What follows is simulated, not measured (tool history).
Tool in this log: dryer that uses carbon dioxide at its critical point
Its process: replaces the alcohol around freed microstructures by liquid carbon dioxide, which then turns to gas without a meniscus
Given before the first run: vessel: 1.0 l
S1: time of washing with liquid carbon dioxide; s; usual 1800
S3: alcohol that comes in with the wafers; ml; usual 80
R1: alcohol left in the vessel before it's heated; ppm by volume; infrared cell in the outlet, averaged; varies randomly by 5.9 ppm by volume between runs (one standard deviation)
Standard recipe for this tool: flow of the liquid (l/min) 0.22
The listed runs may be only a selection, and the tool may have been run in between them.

Run 1, day 0: usual settings. Result: R1 335 ppm by volume.
Run 2, day 0.367: usual settings. Result: R1 341 ppm by volume.
Run 3, day 0.912: usual settings but S1 2520 s. Result: R1 77 ppm by volume.
Run 4, day 1.433: usual settings but S1 2520 s. Result: R1 55 ppm by volume.
Run 5, day 1.729: usual settings but S3 31 ml. Result: R1 156 ppm by volume.
Run 6, day 2.188: usual settings. Result: R1 354 ppm by volume.
Run 7, day 2.562: usual settings. Result: R1 367 ppm by volume.
Run 8, day 2.892: usual settings. Result: R1 355 ppm by volume.
Run 9, day 3.233: usual settings but S3 97 ml. Result: R1 439 ppm by volume.
Run 10, day 3.667: usual settings but S3 97 ml. Result: R1 426 ppm by volume.
Run 11, day 4.033: usual settings but S3 70 ml. Result: R1 320 ppm by volume.
Run 12, day 4.479: usual settings but S3 70 ml. Result: R1 333 ppm by volume.
Run 13, day 4.971: usual settings but S1 2160 s, flow of the liquid (l/min) 0.199, S3 28 ml. Result: R1 99 ppm by volume.
At day 5.483: inlet filter changed.
Run 14, day 5.496: usual settings but S1 1320 s, flow of the liquid (l/min) 0.264, S3 28 ml. Result: R1 181 ppm by volume.
Run 15, day 5.946: usual settings but S1 1320 s, flow of the liquid (l/min) 0.366, S3 27 ml. Result: R1 48 ppm by volume.
Run 16, day 6.458: usual settings but S1 2400 s, flow of the liquid (l/min) 0.258, S3 22 ml. Result: R1 45 ppm by volume.
Run 17, day 6.996: usual settings but S1 2400 s, flow of the liquid (l/min) 0.258, S3 22 ml. Result: R1 44 ppm by volume.
Run 18, day 7.5: usual settings but S1 2820 s, flow of the liquid (l/min) 0.333, S3 25 ml. Result: R1 51 ppm by volume.
Run 19, day 7.983: usual settings but S1 1320 s. Result: R1 1109 ppm by volume.
Run 20, day 8.521: usual settings but S1 1740 s, flow of the liquid (l/min) 0.295, S3 28 ml. Result: R1 52 ppm by volume.
Run 21, day 8.75: usual settings but S1 1320 s, flow of the liquid (l/min) 0.139, S3 66 ml. Result: R1 4650 ppm by volume.

Forecast each of these 5 alternatives for the next run:
Run A, day 9.217: usual settings but S1 1680 s, flow of the liquid (l/min) 0.163, S3 29 ml. Result: R1 ?.
Run B, day 9.217: usual settings but S1 1320 s, flow of the liquid (l/min) 0.137, S3 60 ml. Result: R1 ?.
Run C, day 9.217: usual settings but flow of the liquid (l/min) 0.37, S3 33 ml. Result: R1 ?.
Run D, day 9.217: usual settings but S1 1920 s, flow of the liquid (l/min) 0.16, S3 28 ml. Result: R1 ?.
Run E, day 9.217: usual settings but flow of the liquid (l/min) 0.238. Result: R1 ?.

run    R1
  A   569
  B  4452
  C    46
  D   359
  E   172
Take away the tool's hidden state, keep each run's random variation, and the runs would have read:
run    R1
  A   491
  B  4194
  C     7
  D   294
  E   119
